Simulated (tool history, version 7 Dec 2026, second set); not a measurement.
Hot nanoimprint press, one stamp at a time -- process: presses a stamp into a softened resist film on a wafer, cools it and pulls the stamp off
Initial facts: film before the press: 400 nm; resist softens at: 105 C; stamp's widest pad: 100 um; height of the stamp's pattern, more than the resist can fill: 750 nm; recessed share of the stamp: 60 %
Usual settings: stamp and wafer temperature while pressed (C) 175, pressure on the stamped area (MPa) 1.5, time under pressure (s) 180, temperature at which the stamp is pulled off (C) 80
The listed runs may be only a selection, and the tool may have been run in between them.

run   hour  stamp and wafer temperature while pressed (C)  pressure on the stamped area (MPa)  time under pressure (s)  temperature at which the stamp is pulled off (C)  resist left under the stamp's widest pad (nm)  greatest force while the stamp is pulled off (N)
  1      0                                            175                                 1.5                      180                                                80                                          178.5                                             232.6
  2   11.5                                            175                                 1.5                      180                                                72                                          178.2                                             259.8
  3   23.9                                            175                                 1.5                      180                                                72                                          178.3                                             260.8
  4   36.8                                            175                                 1.5                      180                                                72                                          177.7                                             263.9
  5   45.1                                            175                                 1.5                      180                                                72                                          178.3                                             263.5
  6   57.9                                            178                                 1.5                      180                                                80                                          161.2                                               236
  7   66.7                                            178                                 1.5                      180                                                80                                          160.7                                             236.9
  8   76.2                                            171                                 1.5                      180                                                80                                          203.5                                             238.1
  9   88.2                                            175                                 1.5                      180                                                80                                          176.7                                             240.7
 10   95.5                                            175                                 1.5                      180                                                80                                          178.1                                             240.8
 11  106.1                                            175                                 1.5                      180                                                80                                          177.2                                             240.9
 12  119.2                                            175                                 1.5                      180                                                80                                          177.6                                             241.5
 13  126.9                                            175                                 1.5                      180                                                80                                          177.5                                             241.6
 14  139.6                                            175                                1.96                      180                                                80                                          153.6                                             243.4
     143.3  -- plate thermocouple calibrated
 15  151.9                                            175                                1.96                      180                                                80                                          150.8                                             241.1
 16  159.3                                            175                                1.83                      294                                                72                                            131                                             272.3
 17  165.7                                            175                                1.75                      180                                                74                                          160.6                                             264.6
     172.4  -- plate thermocouple calibrated, once more
 18  181.1                                            175                                1.22                      180                                                84                                          208.5                                             238.5
 19  187.3                                            175                                1.22                      180                                                84                                          207.9                                             238.4
 20  193.3                                            175                                1.17                      134                                                80                                          233.2                                               255
     207.4  -- stamp cleaned and given a new release coat
 21  210.9                                            172                                 1.5                      180                                                80                                            209                                             235.7
 22  219.3                                            172                                 1.5                      180                                                80                                          207.7                                               237
 23  231.8                                            172                                 1.5                      180                                                80                                          207.5                                             237.2
 24  244.3                                            175                                1.22                      247                                                69                                          188.2                                             277.3
 25    257                                            173                                0.93                      247                                                78                                          229.7                                               247
 26  266.6                                            178                                2.09                      207                                                78                                          134.4                                             246.2
 27  274.9                                            178                                2.09                      207                                                78                                          133.8                                             248.1
 28    283                                            175                                1.25                      104                                                84                                          241.4                                             227.3
 29  293.4                                            175                                 1.5                      310                                                71                                          156.3                                             271.7
 30  301.8                                            184                                1.29                      337                                                80                                          119.6                                             243.3

Below, some changes in resist left under the stamp's widest pad (nm) between adjacent runs. For each, the amount present without the hidden state too (settings, incoming material, random variation) and the amount remaining for the hidden state with gauge scatter not shared by both compared results:
Hidden conditions of the tool in this case: true temperature over the reading, C; pressure that arrives at the usual setting, %; grip of the stamp's worn release coat, % over a new coat's; drift of the gauge itself on residual_nm, %; drift of the gauge itself on pull_off_n, %.
Run 7 -> 8: stamp and wafer temperature while pressed (C) 178 -> 171. resist left under the stamp's widest pad (nm) +42.8: hidden state -2, all else +44.8.
Run 14 -> 15: plate thermocouple calibrated. resist left under the stamp's widest pad (nm) -2.8: hidden state -2.9, all else +0.1.
Run 17 -> 18: pressure on the stamped area (MPa) 1.75 -> 1.22, temperature at which the stamp is pulled off (C) 74 -> 84, plate thermocouple calibrated, once more. resist left under the stamp's widest pad (nm) +47.9: hidden state +12.2, all else +35.7.
Run 25 -> 26: stamp and wafer temperature while pressed (C) 173 -> 178, pressure on the stamped area (MPa) 0.93 -> 2.09, time under pressure (s) 247 -> 207. resist left under the stamp's widest pad (nm) -95.3: hidden state +1.9, all else -97.2.
Run 27 -> 28: stamp and wafer temperature while pressed (C) 178 -> 175, pressure on the stamped area (MPa) 2.09 -> 1.25, time under pressure (s) 207 -> 104, temperature at which the stamp is pulled off (C) 78 -> 84. resist left under the stamp's widest pad (nm) +107.6: hidden state -1.1, all else +108.7.
Run 28 -> 29: pressure on the stamped area (MPa) 1.25 -> 1.5, time under pressure (s) 104 -> 310, temperature at which the stamp is pulled off (C) 84 -> 71. resist left under the stamp's widest pad (nm) -85.1: hidden state +0.1, all else -85.2.

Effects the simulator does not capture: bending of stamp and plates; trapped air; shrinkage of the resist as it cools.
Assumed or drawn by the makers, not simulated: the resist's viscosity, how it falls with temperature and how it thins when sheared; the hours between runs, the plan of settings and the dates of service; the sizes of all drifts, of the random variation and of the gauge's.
